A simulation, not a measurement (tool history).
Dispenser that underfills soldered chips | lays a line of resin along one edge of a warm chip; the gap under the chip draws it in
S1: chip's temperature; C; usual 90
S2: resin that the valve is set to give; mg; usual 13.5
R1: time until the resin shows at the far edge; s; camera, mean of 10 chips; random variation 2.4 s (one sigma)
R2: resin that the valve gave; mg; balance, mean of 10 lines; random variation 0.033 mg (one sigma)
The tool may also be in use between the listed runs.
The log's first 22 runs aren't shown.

run,day,S1,S2,R1,R2
# day 3.442: new syringe of resin
23,3.546,87,15.6,284.3,15.26
24,3.738,95,13.5,305.9,13.23
# day 3.838: new syringe of resin
25,3.938,101,11.9,201.1,11.59
26,4.033,77,17.2,426.5,16.76
27,4.192,77,17.2,529.3,16.67
# day 4.229: new syringe of resin
28,4.375,99,16.9,214.6,16.41
29,4.558,99,16.9,276,16.3
# day 4.621: new syringe of resin
30,4.671,99,12.1,199.6,11.7
# day 4.829: dispensing valve cleaned and set on the balance
31,4.862,76,15.5,448.8,15.49
32,4.992,90,14.4,370.7,14.4
# day 5.054: new syringe of resin
33,5.117,90,12.4,255.8,12.39
34,5.242,83,17.6,361.5,17.55
35,5.383,75,13,565,12.87
# day 5.446: new syringe of resin
36,5.512,89,15.4,255.7,15.3

3 ways to go on from here, each from the tool as it stands after run 36. What would each give?
A,5.679,84,13,?,?
B,5.679,95,11.7,?,?
C,5.679,96,12.1,?,?

run,R1,R2
A,384.1,12.82
B,286.1,11.61
C,277.3,11.95
Without the tool's hidden state the same runs would have given:
run,R1,R2
A,286,12.95
B,212.1,11.72
C,205.6,12.07

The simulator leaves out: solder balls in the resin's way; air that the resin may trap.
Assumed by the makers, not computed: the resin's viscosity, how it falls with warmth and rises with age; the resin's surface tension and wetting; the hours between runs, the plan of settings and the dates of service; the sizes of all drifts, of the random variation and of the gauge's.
